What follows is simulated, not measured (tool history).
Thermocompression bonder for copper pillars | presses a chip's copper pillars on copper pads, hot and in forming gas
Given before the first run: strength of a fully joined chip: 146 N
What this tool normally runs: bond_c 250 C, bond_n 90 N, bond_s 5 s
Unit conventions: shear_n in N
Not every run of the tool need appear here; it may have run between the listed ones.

run 1 hour=0 | bond_c=250 bond_n=90 bond_s=5 | shear_n=61.7
run 2 hour=58.1 | bond_c=250 bond_n=90 bond_s=5 | shear_n=62.7
run 3 hour=101.3 | bond_c=250 bond_n=90 bond_s=5 | shear_n=64.6
run 4 hour=139 | bond_c=242 bond_n=90 bond_s=5 | shear_n=58.9
run 5 hour=170.4 | bond_c=242 bond_n=90 bond_s=4 | shear_n=53.3
run 6 hour=217 | bond_c=276 bond_n=90 bond_s=5 | shear_n=80.9
run 7 hour=271.9 | bond_c=276 bond_n=90 bond_s=5 | shear_n=80.7
run 8 hour=315.5 | bond_c=253 bond_n=90 bond_s=5 | shear_n=66.8
-- hour=323.7 forming gas filter changed
run 9 hour=367.7 | bond_c=250 bond_n=90 bond_s=5 | shear_n=63.1
run 10 hour=429.7 | bond_c=250 bond_n=90 bond_s=5 | shear_n=63.8
run 11 hour=489.8 | bond_c=250 bond_n=90 bond_s=5 | shear_n=65
run 12 hour=546.7 | bond_c=265 bond_n=90 bond_s=5 | shear_n=72.6
run 13 hour=597.8 | bond_c=268 bond_n=90 bond_s=5 | shear_n=75.1
run 14 hour=635.8 | bond_c=250 bond_n=90 bond_s=5 | shear_n=64.5
run 15 hour=684.5 | bond_c=250 bond_n=90 bond_s=5 | shear_n=63
run 16 hour=715.4 | bond_c=250 bond_n=90 bond_s=5 | shear_n=63
run 17 hour=756.2 | bond_c=250 bond_n=112 bond_s=5 | shear_n=72.4
-- hour=775.9 forming gas filter changed
run 18 hour=811.9 | bond_c=250 bond_n=90 bond_s=5 | shear_n=63.4
run 19 hour=868 | bond_c=250 bond_n=90 bond_s=5 | shear_n=63.2
run 20 hour=915.6 | bond_c=257 bond_n=90 bond_s=5 | shear_n=67.9
run 21 hour=959.8 | bond_c=257 bond_n=90 bond_s=5 | shear_n=69.1
run 22 hour=984.6 | bond_c=257 bond_n=90 bond_s=5 | shear_n=67.4

Run 23 has not been measured yet. What should we expect?
run 23 hour=1024.4 | bond_c=257 bond_n=90 bond_s=5 | shear_n=?

{"run 23": {"shear_n": 68.2}}
If the tool had no hidden condition, the same run with the same run-to-run variation would have returned shear_n 68.6 N.
